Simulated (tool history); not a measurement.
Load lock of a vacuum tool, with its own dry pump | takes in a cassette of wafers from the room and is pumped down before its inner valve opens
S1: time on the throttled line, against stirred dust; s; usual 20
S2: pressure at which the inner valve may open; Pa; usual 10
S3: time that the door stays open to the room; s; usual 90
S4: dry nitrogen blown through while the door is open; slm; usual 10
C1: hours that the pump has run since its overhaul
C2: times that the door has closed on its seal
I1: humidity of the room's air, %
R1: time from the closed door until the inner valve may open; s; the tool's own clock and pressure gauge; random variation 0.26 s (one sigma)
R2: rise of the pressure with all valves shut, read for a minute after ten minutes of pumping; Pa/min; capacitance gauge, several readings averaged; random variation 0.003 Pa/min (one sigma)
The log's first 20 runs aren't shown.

Run 21, day 403.829: usual settings but S1 11 s, S3 143 s, S4 30 slm; C1 21447; C2 1493; I1 44.2. Result: R1 55.1 s, R2 0.034 Pa/min.
Run 22, day 418.338: usual settings but S1 11 s, S3 143 s, S4 30 slm; C1 21795; C2 2266; I1 44.5. Result: R1 55.4 s, R2 0.045 Pa/min.
Run 23, day 430.733: usual settings but S1 11 s, S3 54 s, S4 16 slm; C1 22092; C2 2926; I1 41.9. Result: R1 55 s, R2 0.037 Pa/min.
At day 450.875: dry pump taken out, an overhauled one fitted.
Run 24, day 450.875: usual settings but S4 5 slm; C1 0; C2 3985; I1 39.5. Result: R1 54.2 s, R2 0.063 Pa/min.
Run 25, day 466.562: usual settings but S1 12 s, S2 15 Pa, S3 88 s, S4 15 slm; C1 377; C2 4821; I1 48.1. Result: R1 47.1 s, R2 0.06 Pa/min.
Run 26, day 480.379: usual settings but S1 37 s, S2 15 Pa, S3 88 s, S4 5 slm; C1 708; C2 5556; I1 45.6. Result: R1 64.9 s, R2 0.075 Pa/min.
Run 27, day 501.708: usual settings but S2 8 Pa, S3 140 s, S4 8 slm; C1 1220; C2 6692; I1 42.9. Result: R1 56 s, R2 0.09 Pa/min.
Run 28, day 528.512: usual settings but S2 8 Pa, S3 140 s, S4 8 slm; C1 1863; C2 8120; I1 44.5. Result: R1 55.9 s, R2 0.095 Pa/min.
Run 29, day 550.329: usual settings but S1 31 s, S2 9 Pa, S3 67 s, S4 23 slm; C1 2387; C2 9282; I1 45.5. Result: R1 63.7 s, R2 0.062 Pa/min.
Run 30, day 565.883: usual settings but S4 9 slm; C1 2760; C2 10110; I1 45.9. Result: R1 55.2 s, R2 0.089 Pa/min.
Run 31, day 588.521: usual settings but S4 9 slm; C1 3304; C2 11316; I1 43.3. Result: R1 55.4 s, R2 0.096 Pa/min.
Run 32, day 616.75: usual settings but S1 11 s, S3 91 s, S4 9 slm; C1 3981; C2 12819; I1 44.1. Result: R1 49.3 s, R2 0.101 Pa/min.
Run 33, day 638.417: usual settings but S1 16 s, S4 8 slm; C1 4501; C2 13973; I1 45.5. Result: R1 52.9 s, R2 0.115 Pa/min.
Run 34, day 653.721: usual settings but S2 8 Pa; C1 4868; C2 14788; I1 45.2. Result: R1 56.4 s, R2 0.119 Pa/min.
Run 35, day 671.225: usual settings; C1 5288; C2 15721; I1 46.9. Result: R1 56 s, R2 0.13 Pa/min.
Run 36, day 695.354: usual settings but S1 11 s, S2 19 Pa; C1 5868; C2 17006; I1 45.2. Result: R1 46.7 s, R2 0.127 Pa/min.

Forecast each of these 5 alternatives for the next run:
Run A, day 721.175: usual settings but S1 12 s, S2 19 Pa; C1 6487; C2 18381; I1 44.2. Result: R1 ?, R2 ?.
Run B, day 721.175: usual settings but S2 15 Pa, S4 33 slm; C1 6487; C2 18381; I1 45.6. Result: R1 ?, R2 ?.
Run C, day 721.175: usual settings but S1 11 s, S2 19 Pa, S4 21 slm; C1 6487; C2 18381; I1 41.1. Result: R1 ?, R2 ?.
Run D, day 721.175: usual settings but S1 11 s, S2 19 Pa, S4 8 slm; C1 6487; C2 18381; I1 46.7. Result: R1 ?, R2 ?.
Run E, day 721.175: usual settings but S1 34 s, S2 16 Pa, S3 25 s; C1 6487; C2 18381; I1 46.9. Result: R1 ?, R2 ?.

run    R1     R2
  A  47.4  0.137
  B  54.3  0.124
  C  46.9  0.127
  D  47.1  0.147
  E  63.7  0.117
Without the tool's hidden state the same runs would have given:
run    R1     R2
  A  45.9  0.045
  B  52.8   0.03
  C  45.3  0.034
  D  45.5  0.055
  E  62.5  0.024

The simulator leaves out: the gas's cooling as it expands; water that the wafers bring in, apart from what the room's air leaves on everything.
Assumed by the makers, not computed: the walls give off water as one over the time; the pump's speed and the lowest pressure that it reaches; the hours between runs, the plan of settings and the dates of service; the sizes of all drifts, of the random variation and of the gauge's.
